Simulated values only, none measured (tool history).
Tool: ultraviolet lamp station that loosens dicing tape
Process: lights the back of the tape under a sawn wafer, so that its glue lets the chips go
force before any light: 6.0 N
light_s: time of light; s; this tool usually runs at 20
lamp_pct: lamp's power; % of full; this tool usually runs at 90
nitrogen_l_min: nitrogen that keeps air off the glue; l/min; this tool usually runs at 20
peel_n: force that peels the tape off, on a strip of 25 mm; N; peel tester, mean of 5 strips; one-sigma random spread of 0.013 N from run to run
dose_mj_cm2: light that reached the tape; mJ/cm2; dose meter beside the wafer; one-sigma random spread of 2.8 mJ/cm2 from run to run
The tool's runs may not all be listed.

run 1 day=0.000 | light_s=20 lamp_pct=90 nitrogen_l_min=20 | peel_n=1.071 dose_mj_cm2=275
run 2 day=2.554 | light_s=20 lamp_pct=90 nitrogen_l_min=20 | peel_n=1.149 dose_mj_cm2=267
run 3 day=3.967 | light_s=20 lamp_pct=90 nitrogen_l_min=20 | peel_n=1.216 dose_mj_cm2=256
-- day=4.554 lamp changed
run 4 day=5.367 | light_s=20 lamp_pct=90 nitrogen_l_min=20 | peel_n=0.697 dose_mj_cm2=357
run 5 day=7.142 | light_s=20 lamp_pct=90 nitrogen_l_min=20 | peel_n=0.702 dose_mj_cm2=359
run 6 day=8.721 | light_s=20 lamp_pct=90 nitrogen_l_min=20 | peel_n=0.722 dose_mj_cm2=346
run 7 day=11.667 | light_s=20 lamp_pct=90 nitrogen_l_min=20 | peel_n=0.776 dose_mj_cm2=331
run 8 day=13.354 | light_s=20 lamp_pct=90 nitrogen_l_min=20 | peel_n=0.808 dose_mj_cm2=327
run 9 day=15.796 | light_s=20 lamp_pct=90 nitrogen_l_min=20 | peel_n=0.830 dose_mj_cm2=319
-- day=17.700 window cleaned of glue's vapour
run 10 day=19.079 | light_s=20 lamp_pct=68 nitrogen_l_min=20 | peel_n=1.096 dose_mj_cm2=267
run 11 day=21.512 | light_s=20 lamp_pct=68 nitrogen_l_min=20 | peel_n=1.207 dose_mj_cm2=260
run 12 day=24.029 | light_s=20 lamp_pct=90 nitrogen_l_min=21 | peel_n=0.778 dose_mj_cm2=336
run 13 day=25.479 | light_s=20 lamp_pct=90 nitrogen_l_min=39 | peel_n=0.535 dose_mj_cm2=326
run 14 day=28.117 | light_s=20 lamp_pct=90 nitrogen_l_min=39 | peel_n=0.552 dose_mj_cm2=317
run 15 day=30.112 | light_s=20 lamp_pct=90 nitrogen_l_min=39 | peel_n=0.575 dose_mj_cm2=308
run 16 day=32.196 | light_s=20 lamp_pct=90 nitrogen_l_min=7 | peel_n=1.708 dose_mj_cm2=302
run 17 day=33.542 | light_s=20 lamp_pct=90 nitrogen_l_min=7 | peel_n=1.777 dose_mj_cm2=298
-- day=35.462 window cleaned of glue's vapour
run 18 day=35.758 | light_s=20 lamp_pct=90 nitrogen_l_min=7 | peel_n=1.535 dose_mj_cm2=332
run 19 day=38.783 | light_s=20 lamp_pct=90 nitrogen_l_min=7 | peel_n=1.605 dose_mj_cm2=325
run 20 day=40.438 | light_s=20 lamp_pct=90 nitrogen_l_min=32 | peel_n=0.621 dose_mj_cm2=313
run 21 day=43.338 | light_s=20 lamp_pct=76 nitrogen_l_min=13 | peel_n=1.534 dose_mj_cm2=256
run 22 day=46.267 | light_s=20 lamp_pct=76 nitrogen_l_min=13 | peel_n=1.580 dose_mj_cm2=247
run 23 day=47.833 | light_s=20 lamp_pct=76 nitrogen_l_min=13 | peel_n=1.719 dose_mj_cm2=243
run 24 day=50.442 | light_s=22 lamp_pct=93 nitrogen_l_min=39 | peel_n=0.551 dose_mj_cm2=322
run 25 day=51.946 | light_s=22 lamp_pct=93 nitrogen_l_min=39 | peel_n=0.571 dose_mj_cm2=312
-- day=53.100 window cleaned of glue's vapour
run 26 day=54.800 | light_s=22 lamp_pct=78 nitrogen_l_min=35 | peel_n=0.728 dose_mj_cm2=289
run 27 day=57.229 | light_s=36 lamp_pct=63 nitrogen_l_min=36 | peel_n=0.435 dose_mj_cm2=370
run 28 day=59.238 | light_s=10 lamp_pct=90 nitrogen_l_min=21 | peel_n=2.342 dose_mj_cm2=144
run 29 day=61.829 | light_s=16 lamp_pct=90 nitrogen_l_min=7 | peel_n=2.327 dose_mj_cm2=222
run 30 day=64.571 | light_s=38 lamp_pct=90 nitrogen_l_min=7 | peel_n=0.759 dose_mj_cm2=519
run 31 day=66.212 | light_s=38 lamp_pct=90 nitrogen_l_min=7 | peel_n=0.759 dose_mj_cm2=503
run 32 day=69.362 | light_s=23 lamp_pct=68 nitrogen_l_min=38 | peel_n=1.096 dose_mj_cm2=223
-- day=70.971 window cleaned of glue's vapour
run 33 day=71.692 | light_s=37 lamp_pct=90 nitrogen_l_min=26 | peel_n=0.279 dose_mj_cm2=523
run 34 day=74.712 | light_s=13 lamp_pct=64 nitrogen_l_min=22 | peel_n=2.595 dose_mj_cm2=126

Predict each of these 5 candidate next runs independently; none follows another, all start after run 34:
run A day=77.629 | light_s=13 lamp_pct=67 nitrogen_l_min=25 | peel_n=? dose_mj_cm2=?
run B day=77.629 | light_s=36 lamp_pct=60 nitrogen_l_min=26 | peel_n=? dose_mj_cm2=?
run C day=77.629 | light_s=39 lamp_pct=73 nitrogen_l_min=17 | peel_n=? dose_mj_cm2=?
run D day=77.629 | light_s=24 lamp_pct=84 nitrogen_l_min=36 | peel_n=? dose_mj_cm2=?
run E day=77.629 | light_s=20 lamp_pct=91 nitrogen_l_min=20 | peel_n=? dose_mj_cm2=?

run=A peel_n=2.531 dose_mj_cm2=127
run=B peel_n=0.709 dose_mj_cm2=315
run=C peel_n=0.599 dose_mj_cm2=412
run=D peel_n=0.638 dose_mj_cm2=294
run=E peel_n=1.155 dose_mj_cm2=262
Had the tool no hidden state, the same runs would have come out as:
run=A peel_n=1.726 dose_mj_cm2=184
run=B peel_n=0.346 dose_mj_cm2=456
run=C peel_n=0.294 dose_mj_cm2=597
run=D peel_n=0.307 dose_mj_cm2=427
run=E peel_n=0.608 dose_mj_cm2=381
